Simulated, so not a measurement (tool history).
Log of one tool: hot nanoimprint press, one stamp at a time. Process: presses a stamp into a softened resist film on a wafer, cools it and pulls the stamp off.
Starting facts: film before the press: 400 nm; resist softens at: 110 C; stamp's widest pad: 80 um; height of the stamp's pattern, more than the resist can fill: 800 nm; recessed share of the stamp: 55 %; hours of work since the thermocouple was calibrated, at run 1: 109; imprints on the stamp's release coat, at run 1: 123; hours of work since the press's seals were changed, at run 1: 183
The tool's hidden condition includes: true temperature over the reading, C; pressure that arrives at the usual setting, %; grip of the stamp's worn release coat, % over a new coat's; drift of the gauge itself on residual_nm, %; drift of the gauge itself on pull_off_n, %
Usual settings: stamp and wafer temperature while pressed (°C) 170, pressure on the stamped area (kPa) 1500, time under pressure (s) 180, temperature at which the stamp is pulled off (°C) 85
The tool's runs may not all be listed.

run   hour  stamp and wafer temperature while pressed (°C)  pressure on the stamped area (kPa)  time under pressure (s)  temperature at which the stamp is pulled off (°C)  hours of work since the thermocouple was calibrated  imprints on the stamp's release coat  hours of work since the press's seals were changed  resist left under the stamp's widest pad (nm)  greatest force while the stamp is pulled off (N)
  1    0.0                                             170                                1500                      180                                                 85                                                  109                                   123                                                 183                                          158.3                                               178
  2   35.1                                             170                                1500                      180                                                 85                                                  125                                   206                                                 199                                          159.6                                               181
  3   56.1                                             170                                1500                      180                                                 85                                                  134                                   256                                                 208                                          159.0                                               176
  4   94.0                                             170                                1230                      180                                                 85                                                  151                                   346                                                 225                                          176.1                                               183
  5  125.4                                             170                                1230                      180                                                 85                                                  165                                   420                                                 239                                          176.3                                               169
  6  170.8                                             170                                1500                      136                                                 85                                                  185                                   528                                                 259                                          175.5                                               181
  7  194.0                                             170                                1260                      180                                                 85                                                  196                                   583                                                 269                                          174.1                                               171
  8  224.5                                             170                                1500                      180                                                 85                                                  209                                   655                                                 283                                          160.5                                               177
  9  247.5                                             170                                1500                      180                                                 85                                                  220                                   710                                                 293                                          159.5                                               176
 10  297.3                                             170                                1500                      180                                                 85                                                  242                                   828                                                 316                                          159.4                                               178
 11  333.0                                             170                                1500                      180                                                 85                                                  258                                   913                                                 332                                          158.7                                               182
 12  368.6                                             170                                1500                      180                                                 85                                                  274                                   997                                                 347                                          158.0                                               178
 13  397.9                                             170                                2370                      121                                                 85                                                  287                                  1067                                                 360                                          146.0                                               186
 14  441.4                                             170                                2370                      121                                                 85                                                  306                                  1170                                                 380                                          146.0                                               180
 15  472.7                                             170                                2370                      149                                                 78                                                  320                                  1244                                                 394                                          134.9                                               208
 16  515.6                                             180                                1220                      229                                                 89                                                  339                                  1346                                                 413                                           90.7                                               163
 17  562.9                                             180                                1220                      229                                                 89                                                  360                                  1458                                                 434                                           92.1                                               156
 18  597.2                                             180                                1220                      229                                                 89                                                  376                                  1539                                                 449                                           92.2                                               156
 19  618.7                                             170                                1220                      203                                                 73                                                  385                                  1590                                                 459                                          168.8                                               238
 20  647.5                                             164                                2120                      102                                                 82                                                  398                                  1659                                                 472                                          229.1                                               198
 21  682.9                                             159                                1560                      180                                                 83                                                  414                                  1742                                                 488                                          281.7                                               188
 22  732.1                                             174                                1500                      180                                                 89                                                  436                                  1859                                                 510                                          126.3                                               154
     759.0  -- plate thermocouple calibrated
 23  760.0                                             166                                1500                      315                                                 85                                                    0                                  1918                                                 521                                          162.8                                               182

Predict each of these 3 candidate next runs independently; none follows another, all start after run 23:
  A  804.7                                             166                                1610                      136                                                 89                                                   20                                  2024                                                 541                                              ?                                                 ?
  B  804.7                                             170                                2290                      197                                                 85                                                   20                                  2024                                                 541                                              ?                                                 ?
  C  804.7                                             166                                1500                      261                                                 85                                                   20                                  2024                                                 541                                              ?                                                 ?

run  resist left under the stamp's widest pad (nm)  greatest force while the stamp is pulled off (N)
  A                                          212.9                                               154
  B                                          123.2                                               182
  C                                          174.4                                               172
Without the tool's unlogged condition, the same runs would have read:
run  resist left under the stamp's widest pad (nm)  greatest force while the stamp is pulled off (N)
  A                                          212.9                                               152
  B                                          123.1                                               180
  C                                          174.4                                               169

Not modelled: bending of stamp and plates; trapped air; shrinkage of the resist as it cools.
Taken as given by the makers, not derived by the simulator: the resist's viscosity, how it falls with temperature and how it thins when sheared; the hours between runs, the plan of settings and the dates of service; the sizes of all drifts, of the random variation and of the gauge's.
